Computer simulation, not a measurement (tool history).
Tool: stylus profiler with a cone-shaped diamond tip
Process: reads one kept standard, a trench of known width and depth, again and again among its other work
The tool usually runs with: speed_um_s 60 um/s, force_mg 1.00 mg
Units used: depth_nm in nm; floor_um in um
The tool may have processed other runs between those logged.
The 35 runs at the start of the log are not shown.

run     day  speed_um_s  force_mg  depth_nm  floor_um
 36  38.521         181      1.60    100.72     16.57
 37  39.754         200      0.52    100.28     15.26
 38  40.696          17      0.48    100.22     17.77
 39  41.671          25      1.11    100.46     17.76
 40  42.429          19      2.87    100.96     17.90
 41  43.692          19      2.87    100.82     17.80
 42  45.104          60      0.44    100.30     17.02
 43  46.558          48      1.00    100.35     17.44
 44  48.042          20      1.77    100.53     17.83
 45  49.000         112      0.58    100.21     16.49
 46  50.275         112      0.58    100.21     16.47

Alternative continuations, all from the tool just after run 46; predict every row:
  A  51.342          60      1.82         ?         ?
  B  51.342          37      0.58         ?         ?
  C  51.342          64      0.35         ?         ?
  D  51.342          34      0.58         ?         ?

run  depth_nm  floor_um
  A    100.57     17.43
  B    100.23     17.48
  C    100.18     16.83
  D    100.20     17.47
With no hidden state in the tool, these same runs would have given:
run  depth_nm  floor_um
  A    100.70     18.12
  B    100.36     18.17
  C    100.31     17.52
  D    100.33     18.16

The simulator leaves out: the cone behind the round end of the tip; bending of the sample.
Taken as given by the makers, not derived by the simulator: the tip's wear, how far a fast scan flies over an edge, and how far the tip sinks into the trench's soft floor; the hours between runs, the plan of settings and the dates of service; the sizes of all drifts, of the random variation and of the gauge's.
